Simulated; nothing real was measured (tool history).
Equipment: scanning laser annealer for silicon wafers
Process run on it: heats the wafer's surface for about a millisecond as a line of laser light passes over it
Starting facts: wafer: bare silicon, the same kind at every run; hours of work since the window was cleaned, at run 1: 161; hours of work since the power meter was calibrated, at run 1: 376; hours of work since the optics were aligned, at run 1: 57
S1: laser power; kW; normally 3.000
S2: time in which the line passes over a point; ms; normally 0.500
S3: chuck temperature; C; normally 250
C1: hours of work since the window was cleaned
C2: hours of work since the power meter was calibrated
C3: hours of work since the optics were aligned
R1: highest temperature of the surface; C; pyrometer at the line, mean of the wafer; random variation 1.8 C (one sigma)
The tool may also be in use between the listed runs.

run	hour	S1	S2	S3	C1	C2	C3	R1
1	0.0	3.000	0.500	250	161	376	57	1030
2	18.2	3.000	0.500	250	170	385	66	1028
3	56.5	3.000	0.500	250	189	404	85	1024
4	90.0	3.000	0.500	290	206	421	102	1065
# hour 95.6: window over the wafer cleaned
5	123.6	3.000	0.500	290	14	437	117	1056
6	142.7	3.000	0.500	290	23	446	127	1051
7	161.2	2.591	0.500	247	33	456	136	889
8	197.7	3.000	0.367	248	51	474	154	910
9	234.5	3.000	0.367	248	69	492	173	907

Run 10 has not been measured yet. What should we expect?
10	274.3	3.032	0.412	256	89	512	192	?

{"run 10": {"R1": 957}}
Without the tool's hidden state the same run would have given R1 1001 C.

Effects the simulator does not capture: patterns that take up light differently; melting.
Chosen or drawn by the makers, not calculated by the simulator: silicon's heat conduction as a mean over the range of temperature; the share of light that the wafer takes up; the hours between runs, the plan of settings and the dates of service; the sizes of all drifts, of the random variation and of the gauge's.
